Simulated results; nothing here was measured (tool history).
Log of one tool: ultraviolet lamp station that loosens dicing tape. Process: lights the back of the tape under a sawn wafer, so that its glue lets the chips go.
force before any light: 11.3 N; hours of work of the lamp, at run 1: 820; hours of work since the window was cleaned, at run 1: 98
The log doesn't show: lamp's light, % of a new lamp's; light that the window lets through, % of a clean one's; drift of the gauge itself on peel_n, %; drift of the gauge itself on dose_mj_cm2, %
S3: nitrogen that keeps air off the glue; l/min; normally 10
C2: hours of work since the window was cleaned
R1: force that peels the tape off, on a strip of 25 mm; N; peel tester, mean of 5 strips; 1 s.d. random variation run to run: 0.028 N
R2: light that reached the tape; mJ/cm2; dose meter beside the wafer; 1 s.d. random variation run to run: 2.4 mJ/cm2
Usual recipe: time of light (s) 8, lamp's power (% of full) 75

Run 1, hour 0: usual settings; hours of work of the lamp 820; C2 98. Result: R1 2.379 N, R2 180 mJ/cm2.
Run 2, hour 15.5: usual settings but time of light (s) 6; hours of work of the lamp 830; C2 108. Result: R1 3.483 N, R2 134 mJ/cm2.
Run 3, hour 46: usual settings but time of light (s) 6; hours of work of the lamp 851; C2 129. Result: R1 3.584 N, R2 130 mJ/cm2.
Run 4, hour 64.8: usual settings but time of light (s) 6; hours of work of the lamp 864; C2 142. Result: R1 3.614 N, R2 130 mJ/cm2.
Run 5, hour 92.9: usual settings but time of light (s) 6; hours of work of the lamp 884; C2 162. Result: R1 3.84 N, R2 129 mJ/cm2.
Run 6, hour 120: usual settings but time of light (s) 6; hours of work of the lamp 903; C2 181. Result: R1 3.698 N, R2 133 mJ/cm2.
Run 7, hour 153.1: usual settings but time of light (s) 6; hours of work of the lamp 925; C2 203. Result: R1 3.924 N, R2 123 mJ/cm2.
Run 8, hour 180: usual settings but time of light (s) 6, lamp's power (% of full) 85; hours of work of the lamp 944; C2 222. Result: R1 3.347 N, R2 140 mJ/cm2.
At hour 182.3: window cleaned of glue's vapour.
Run 9, hour 195.6: usual settings but time of light (s) 6, lamp's power (% of full) 85; hours of work of the lamp 954; C2 9. Result: R1 3.403 N, R2 136 mJ/cm2.
Run 10, hour 212.2: usual settings but time of light (s) 6, lamp's power (% of full) 85; hours of work of the lamp 966; C2 21. Result: R1 3.587 N, R2 134 mJ/cm2.
Run 11, hour 238.2: usual settings but time of light (s) 4, lamp's power (% of full) 85; hours of work of the lamp 984; C2 39. Result: R1 5.257 N, R2 88 mJ/cm2.
Run 12, hour 252.5: usual settings but time of light (s) 6; hours of work of the lamp 994; C2 48. Result: R1 4.157 N, R2 114 mJ/cm2.
Run 13, hour 286.1: usual settings but time of light (s) 6; hours of work of the lamp 1017; C2 72. Result: R1 4.257 N, R2 112 mJ/cm2.
Run 14, hour 317.7: usual settings but lamp's power (% of full) 60, S3 7 l/min; hours of work of the lamp 1039; C2 93. Result: R1 4.575 N, R2 118 mJ/cm2.
Run 15, hour 345.3: usual settings but lamp's power (% of full) 60, S3 7 l/min; hours of work of the lamp 1058; C2 113. Result: R1 4.613 N, R2 117 mJ/cm2.
Run 16, hour 360.6: usual settings but time of light (s) 6, lamp's power (% of full) 79, S3 4 l/min; hours of work of the lamp 1068; C2 123. Result: R1 5.421 N, R2 116 mJ/cm2.
At hour 373.8: window cleaned of glue's vapour, once more.
Run 17, hour 385.2: usual settings but time of light (s) 7, lamp's power (% of full) 73, S3 4 l/min; hours of work of the lamp 1085; C2 8. Result: R1 4.891 N, R2 140 mJ/cm2.
Run 18, hour 405: usual settings but time of light (s) 7, lamp's power (% of full) 73, S3 4 l/min; hours of work of the lamp 1099; C2 22. Result: R1 5.041 N, R2 139 mJ/cm2.
Run 19, hour 422: usual settings but lamp's power (% of full) 68; hours of work of the lamp 1110; C2 33. Result: R1 3.109 N, R2 146 mJ/cm2.

Consider 3 possible next runs. They are alternatives, not a sequence: every one starts from the tool as it was left by run 19. What does each give?
Run A, hour 438.3: usual settings but time of light (s) 10, lamp's power (% of full) 88, S3 18 l/min; hours of work of the lamp 1122; C2 45. Result: R1 ?, R2 ?.
Run B, hour 438.3: usual settings but time of light (s) 9, lamp's power (% of full) 82, S3 12 l/min; hours of work of the lamp 1122; C2 45. Result: R1 ?, R2 ?.
Run C, hour 438.3: usual settings but lamp's power (% of full) 61; hours of work of the lamp 1122; C2 45. Result: R1 ?, R2 ?.

run     R1   R2
  A  1.042  234
  B  1.911  197
  C  3.684  131
With the hidden condition removed and each run's random variation left untouched, the same runs would have given:
run     R1   R2
  A  0.368  362
  B  0.789  304
  C  2.039  202
